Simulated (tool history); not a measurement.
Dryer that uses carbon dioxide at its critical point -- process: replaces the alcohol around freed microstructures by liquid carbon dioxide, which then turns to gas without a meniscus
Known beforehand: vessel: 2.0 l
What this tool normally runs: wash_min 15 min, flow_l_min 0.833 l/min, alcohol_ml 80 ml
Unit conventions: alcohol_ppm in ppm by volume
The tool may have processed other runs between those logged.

Run 1, day 0.000: usual settings. Result: alcohol_ppm 264 ppm by volume.
Run 2, day 0.229: usual settings. Result: alcohol_ppm 264 ppm by volume.
Run 3, day 0.571: usual settings but wash_min 10 min. Result: alcohol_ppm 1379 ppm by volume.
Run 4, day 0.817: usual settings but wash_min 10 min. Result: alcohol_ppm 1372 ppm by volume.
Run 5, day 1.150: usual settings but wash_min 10 min. Result: alcohol_ppm 1386 ppm by volume.
Run 6, day 1.625: usual settings but wash_min 10 min. Result: alcohol_ppm 1376 ppm by volume.
Run 7, day 1.912: usual settings but wash_min 10 min. Result: alcohol_ppm 1409 ppm by volume.
Run 8, day 2.346: usual settings. Result: alcohol_ppm 278 ppm by volume.
Run 9, day 2.758: usual settings. Result: alcohol_ppm 262 ppm by volume.
Run 10, day 3.042: usual settings. Result: alcohol_ppm 276 ppm by volume.
Run 11, day 3.462: usual settings but flow_l_min 1.400 l/min. Result: alcohol_ppm 14 ppm by volume.
Run 12, day 3.921: usual settings but flow_l_min 1.400 l/min, alcohol_ml 78 ml. Result: alcohol_ppm 20 ppm by volume.
Run 13, day 4.367: usual settings but flow_l_min 1.400 l/min, alcohol_ml 78 ml. Result: alcohol_ppm 22 ppm by volume.
Run 14, day 4.762: usual settings but flow_l_min 1.400 l/min, alcohol_ml 78 ml. Result: alcohol_ppm 29 ppm by volume.
Run 15, day 5.129: usual settings but flow_l_min 1.400 l/min, alcohol_ml 78 ml. Result: alcohol_ppm 21 ppm by volume.
Run 16, day 5.333: usual settings but flow_l_min 0.639 l/min, alcohol_ml 78 ml. Result: alcohol_ppm 840 ppm by volume.
Run 17, day 5.675: usual settings but flow_l_min 0.639 l/min, alcohol_ml 78 ml. Result: alcohol_ppm 844 ppm by volume.
Run 18, day 5.975: usual settings but flow_l_min 0.639 l/min, alcohol_ml 78 ml. Result: alcohol_ppm 866 ppm by volume.
Run 19, day 6.204: usual settings. Result: alcohol_ppm 280 ppm by volume.
Run 20, day 6.538: usual settings. Result: alcohol_ppm 282 ppm by volume.
Run 21, day 6.996: usual settings. Result: alcohol_ppm 278 ppm by volume.
Run 22, day 7.325: usual settings but wash_min 12 min, flow_l_min 0.517 l/min, alcohol_ml 29 ml. Result: alcohol_ppm 1197 ppm by volume.
Run 23, day 7.554: usual settings but wash_min 10 min, flow_l_min 1.334 l/min, alcohol_ml 68 ml. Result: alcohol_ppm 181 ppm by volume.
Run 24, day 7.908: usual settings but wash_min 16 min, flow_l_min 0.961 l/min, alcohol_ml 72 ml. Result: alcohol_ppm 85 ppm by volume.
Run 25, day 8.367: usual settings but wash_min 17 min, flow_l_min 0.761 l/min, alcohol_ml 27 ml. Result: alcohol_ppm 93 ppm by volume.
Run 26, day 8.725: usual settings but wash_min 18 min, flow_l_min 0.752 l/min, alcohol_ml 53 ml. Result: alcohol_ppm 136 ppm by volume.
Run 27, day 8.950: usual settings but wash_min 13 min. Result: alcohol_ppm 538 ppm by volume.
Run 28, day 9.388: usual settings but wash_min 24 min, flow_l_min 1.246 l/min, alcohol_ml 31 ml. Result: alcohol_ppm 12 ppm by volume.
Run 29, day 9.750: usual settings but wash_min 24 min, flow_l_min 1.246 l/min, alcohol_ml 31 ml. Result: alcohol_ppm 18 ppm by volume.
Run 30, day 9.988: usual settings but wash_min 18 min, flow_l_min 1.413 l/min, alcohol_ml 50 ml. Result: alcohol_ppm 16 ppm by volume.

What will run 31 give?
Run 31, day 10.371: usual settings but wash_min 18 min, flow_l_min 1.099 l/min, alcohol_ml 27 ml. Result: alcohol_ppm ?.

alcohol_ppm: 12 ppm by volume
With no hidden state in the tool, this same run would have given alcohol_ppm 2 ppm by volume.

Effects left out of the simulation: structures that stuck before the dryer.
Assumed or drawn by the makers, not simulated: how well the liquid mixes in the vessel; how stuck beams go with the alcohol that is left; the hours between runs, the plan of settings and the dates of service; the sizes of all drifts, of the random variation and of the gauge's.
